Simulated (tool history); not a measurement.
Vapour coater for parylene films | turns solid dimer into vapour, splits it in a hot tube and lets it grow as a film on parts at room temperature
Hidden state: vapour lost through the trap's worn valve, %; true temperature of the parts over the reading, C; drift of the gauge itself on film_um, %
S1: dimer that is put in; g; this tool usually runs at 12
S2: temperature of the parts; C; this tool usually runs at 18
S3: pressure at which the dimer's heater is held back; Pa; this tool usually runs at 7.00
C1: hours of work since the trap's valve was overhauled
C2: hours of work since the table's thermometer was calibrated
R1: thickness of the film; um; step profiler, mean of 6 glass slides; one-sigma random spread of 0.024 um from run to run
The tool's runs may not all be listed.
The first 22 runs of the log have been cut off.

{"run": 23, "hour": 706.6, "S1": 7, "S2": 27, "S3": 2.05, "C1": 102, "C2": 616, "R1": 0.81}
{"run": 24, "hour": 748.9, "S1": 7, "S2": 22, "S3": 10.71, "C1": 131, "C2": 645, "R1": 0.67}
{"run": 25, "hour": 770.0, "S1": 12, "S2": 16, "S3": 2.06, "C1": 145, "C2": 659, "R1": 1.89}
{"run": 26, "hour": 792.1, "S1": 12, "S2": 16, "S3": 2.06, "C1": 160, "C2": 674, "R1": 1.91}
{"hour": 817.9, "done": "trap's valve overhauled, once more"}
{"run": 27, "hour": 837.5, "S1": 12, "S2": 16, "S3": 2.06, "C1": 13, "C2": 702, "R1": 2.13}
{"run": 28, "hour": 861.2, "S1": 12, "S2": 16, "S3": 2.06, "C1": 29, "C2": 718, "R1": 2.16}
{"run": 29, "hour": 883.7, "S1": 12, "S2": 18, "S3": 5.5, "C1": 44, "C2": 733, "R1": 1.66}
{"run": 30, "hour": 925.8, "S1": 8, "S2": 17, "S3": 2.16, "C1": 72, "C2": 761, "R1": 1.38}
{"run": 31, "hour": 944.3, "S1": 8, "S2": 17, "S3": 2.16, "C1": 85, "C2": 773, "R1": 1.36}
{"run": 32, "hour": 974.2, "S1": 12, "S2": 18, "S3": 3.38, "C1": 105, "C2": 793, "R1": 1.8}
{"run": 33, "hour": 1004.3, "S1": 5, "S2": 25, "S3": 4.36, "C1": 125, "C2": 814, "R1": 0.58}
{"run": 34, "hour": 1030.1, "S1": 14, "S2": 18, "S3": 7.88, "C1": 142, "C2": 831, "R1": 1.73}
{"run": 35, "hour": 1059.8, "S1": 12, "S2": 16, "S3": 7.0, "C1": 162, "C2": 851, "R1": 1.64}
{"run": 36, "hour": 1092.3, "S1": 12, "S2": 27, "S3": 3.68, "C1": 184, "C2": 873, "R1": 1.38}
{"run": 37, "hour": 1114.2, "S1": 8, "S2": 18, "S3": 2.17, "C1": 199, "C2": 887, "R1": 1.31}
{"run": 38, "hour": 1138.2, "S1": 6, "S2": 18, "S3": 2.03, "C1": 215, "C2": 903, "R1": 1.01}
{"run": 39, "hour": 1156.3, "S1": 7, "S2": 11, "S3": 3.46, "C1": 227, "C2": 916, "R1": 1.29}

4 options for the next run, each taken on its own from the tool as it stands now. Forecast them:
{"run": "A", "hour": 1175.7, "S1": 12, "S2": 24, "S3": 2.01, "C1": 240, "C2": 929, "R1": "?"}
{"run": "B", "hour": 1175.7, "S1": 17, "S2": 11, "S3": 4.81, "C1": 240, "C2": 929, "R1": "?"}
{"run": "C", "hour": 1175.7, "S1": 10, "S2": 14, "S3": 7.0, "C1": 240, "C2": 929, "R1": "?"}
{"run": "D", "hour": 1175.7, "S1": 10, "S2": 19, "S3": 7.0, "C1": 240, "C2": 929, "R1": "?"}

run=A R1=1.68
run=B R1=2.85
run=C R1=1.40
run=D R1=1.24
Had the tool no hidden state, the same runs would have come out as:
run=A R1=1.78
run=B R1=3.01
run=C R1=1.48
run=D R1=1.31
